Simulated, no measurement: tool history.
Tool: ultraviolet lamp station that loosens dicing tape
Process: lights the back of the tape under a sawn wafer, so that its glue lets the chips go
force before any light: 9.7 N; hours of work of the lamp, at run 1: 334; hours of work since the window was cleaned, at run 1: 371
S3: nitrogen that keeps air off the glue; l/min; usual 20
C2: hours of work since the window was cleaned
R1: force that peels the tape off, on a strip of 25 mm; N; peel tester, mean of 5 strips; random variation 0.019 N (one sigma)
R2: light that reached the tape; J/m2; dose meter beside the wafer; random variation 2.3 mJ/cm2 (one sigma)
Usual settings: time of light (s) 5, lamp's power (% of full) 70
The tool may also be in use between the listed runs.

run 1 hour=0 | time_of_light_(s)=5 lamp's_power_(%_of_full)=70 S3=20 | hours_of_work_of_the_lamp=334 C2=371 | R1=0.936 R2=2300
run 2 hour=32.5 | time_of_light_(s)=5 lamp's_power_(%_of_full)=70 S3=20 | hours_of_work_of_the_lamp=354 C2=391 | R1=0.914 R2=2320
run 3 hour=58.9 | time_of_light_(s)=5 lamp's_power_(%_of_full)=70 S3=20 | hours_of_work_of_the_lamp=370 C2=407 | R1=0.92 R2=2300
run 4 hour=74.7 | time_of_light_(s)=5 lamp's_power_(%_of_full)=70 S3=20 | hours_of_work_of_the_lamp=379 C2=416 | R1=0.903 R2=2310
run 5 hour=97.1 | time_of_light_(s)=5 lamp's_power_(%_of_full)=85 S3=20 | hours_of_work_of_the_lamp=393 C2=430 | R1=0.575 R2=2780
run 6 hour=116.4 | time_of_light_(s)=5 lamp's_power_(%_of_full)=85 S3=20 | hours_of_work_of_the_lamp=405 C2=442 | R1=0.591 R2=2740
run 7 hour=150.8 | time_of_light_(s)=5 lamp's_power_(%_of_full)=85 S3=20 | hours_of_work_of_the_lamp=426 C2=463 | R1=0.572 R2=2800
run 8 hour=181.8 | time_of_light_(s)=5 lamp's_power_(%_of_full)=70 S3=20 | hours_of_work_of_the_lamp=444 C2=481 | R1=0.932 R2=2310
-- hour=188.9 window cleaned of glue's vapour
run 9 hour=217.3 | time_of_light_(s)=5 lamp's_power_(%_of_full)=70 S3=20 | hours_of_work_of_the_lamp=466 C2=17 | R1=0.903 R2=2290
run 10 hour=233.9 | time_of_light_(s)=5 lamp's_power_(%_of_full)=81 S3=20 | hours_of_work_of_the_lamp=476 C2=27 | R1=0.674 R2=2630
run 11 hour=264 | time_of_light_(s)=5 lamp's_power_(%_of_full)=81 S3=20 | hours_of_work_of_the_lamp=494 C2=46 | R1=0.638 R2=2640
run 12 hour=300.9 | time_of_light_(s)=5 lamp's_power_(%_of_full)=70 S3=15 | hours_of_work_of_the_lamp=516 C2=68 | R1=1.042 R2=2290
run 13 hour=326.3 | time_of_light_(s)=5 lamp's_power_(%_of_full)=70 S3=15 | hours_of_work_of_the_lamp=532 C2=83 | R1=1.065 R2=2290
run 14 hour=353 | time_of_light_(s)=5 lamp's_power_(%_of_full)=70 S3=15 | hours_of_work_of_the_lamp=548 C2=100 | R1=1.044 R2=2280
run 15 hour=387.6 | time_of_light_(s)=5 lamp's_power_(%_of_full)=70 S3=15 | hours_of_work_of_the_lamp=569 C2=121 | R1=1.073 R2=2280
run 16 hour=413.8 | time_of_light_(s)=5 lamp's_power_(%_of_full)=70 S3=20 | hours_of_work_of_the_lamp=585 C2=137 | R1=0.909 R2=2280
run 17 hour=439.5 | time_of_light_(s)=5 lamp's_power_(%_of_full)=70 S3=20 | hours_of_work_of_the_lamp=600 C2=152 | R1=0.895 R2=2260
run 18 hour=474.4 | time_of_light_(s)=5 lamp's_power_(%_of_full)=84 S3=20 | hours_of_work_of_the_lamp=622 C2=173 | R1=0.612 R2=2740
run 19 hour=505.4 | time_of_light_(s)=5 lamp's_power_(%_of_full)=84 S3=20 | hours_of_work_of_the_lamp=640 C2=192 | R1=0.601 R2=2720
run 20 hour=521.3 | time_of_light_(s)=5 lamp's_power_(%_of_full)=70 S3=20 | hours_of_work_of_the_lamp=650 C2=202 | R1=0.904 R2=2270
run 21 hour=554.9 | time_of_light_(s)=5 lamp's_power_(%_of_full)=70 S3=34 | hours_of_work_of_the_lamp=671 C2=222 | R1=0.707 R2=2290
run 22 hour=575 | time_of_light_(s)=5 lamp's_power_(%_of_full)=70 S3=34 | hours_of_work_of_the_lamp=683 C2=234 | R1=0.706 R2=2300
run 23 hour=603.4 | time_of_light_(s)=3 lamp's_power_(%_of_full)=70 S3=34 | hours_of_work_of_the_lamp=700 C2=252 | R1=1.925 R2=1390
run 24 hour=634.9 | time_of_light_(s)=5 lamp's_power_(%_of_full)=80 S3=18 | hours_of_work_of_the_lamp=719 C2=271 | R1=0.742 R2=2630
run 25 hour=666.8 | time_of_light_(s)=7 lamp's_power_(%_of_full)=66 S3=28 | hours_of_work_of_the_lamp=738 C2=290 | R1=0.398 R2=2950
run 26 hour=694.3 | time_of_light_(s)=7 lamp's_power_(%_of_full)=66 S3=28 | hours_of_work_of_the_lamp=755 C2=307 | R1=0.391 R2=2990
run 27 hour=727.2 | time_of_light_(s)=7 lamp's_power_(%_of_full)=99 S3=12 | hours_of_work_of_the_lamp=775 C2=327 | R1=0.276 R2=4530
run 28 hour=751.5 | time_of_light_(s)=8 lamp's_power_(%_of_full)=80 S3=12 | hours_of_work_of_the_lamp=790 C2=341 | R1=0.308 R2=4170
run 29 hour=773.8 | time_of_light_(s)=8 lamp's_power_(%_of_full)=80 S3=12 | hours_of_work_of_the_lamp=803 C2=355 | R1=0.308 R2=4180
run 30 hour=811.1 | time_of_light_(s)=2 lamp's_power_(%_of_full)=67 S3=20 | hours_of_work_of_the_lamp=826 C2=378 | R1=3.955 R2=830
run 31 hour=829.9 | time_of_light_(s)=2 lamp's_power_(%_of_full)=67 S3=20 | hours_of_work_of_the_lamp=837 C2=389 | R1=3.722 R2=910
run 32 hour=865.8 | time_of_light_(s)=2 lamp's_power_(%_of_full)=91 S3=10 | hours_of_work_of_the_lamp=859 C2=411 | R1=3.388 R2=1190
run 33 hour=885.8 | time_of_light_(s)=6 lamp's_power_(%_of_full)=70 S3=11 | hours_of_work_of_the_lamp=871 C2=423 | R1=0.864 R2=2770
run 34 hour=905.2 | time_of_light_(s)=9 lamp's_power_(%_of_full)=75 S3=13 | hours_of_work_of_the_lamp=883 C2=435 | R1=0.264 R2=4390
run 35 hour=926 | time_of_light_(s)=5 lamp's_power_(%_of_full)=92 S3=20 | hours_of_work_of_the_lamp=896 C2=447 | R1=0.477 R2=3040
run 36 hour=955.1 | time_of_light_(s)=5 lamp's_power_(%_of_full)=92 S3=27 | hours_of_work_of_the_lamp=913 C2=465 | R1=0.407 R2=2930
run 37 hour=980.3 | time_of_light_(s)=5 lamp's_power_(%_of_full)=63 S3=14 | hours_of_work_of_the_lamp=929 C2=480 | R1=1.348 R2=2070
-- hour=988 window cleaned of glue's vapour
run 38 hour=1005.8 | time_of_light_(s)=8 lamp's_power_(%_of_full)=61 S3=14 | hours_of_work_of_the_lamp=944 C2=11 | R1=0.515 R2=3180
run 39 hour=1032.7 | time_of_light_(s)=6 lamp's_power_(%_of_full)=99 S3=11 | hours_of_work_of_the_lamp=960 C2=27 | R1=0.389 R2=3870
run 40 hour=1054.3 | time_of_light_(s)=3 lamp's_power_(%_of_full)=96 S3=21 | hours_of_work_of_the_lamp=973 C2=40 | R1=1.332 R2=1880
run 41 hour=1083.9 | time_of_light_(s)=5 lamp's_power_(%_of_full)=84 S3=20 | hours_of_work_of_the_lamp=991 C2=58 | R1=0.569 R2=2750
run 42 hour=1106.5 | time_of_light_(s)=5 lamp's_power_(%_of_full)=84 S3=20 | hours_of_work_of_the_lamp=1005 C2=72 | R1=0.627 R2=2760

How the hidden state differs across the entries between the runs, from the last listed run before each to the first after it:
Between runs 8 and 9: window cleaned of glue's vapour (hour 188.9)
  light that the window lets through, % of a clean one's: 99.9 -> 100
Between runs 37 and 38: window cleaned of glue's vapour (hour 988)
  light that the window lets through, % of a clean one's: 99.9 -> 100
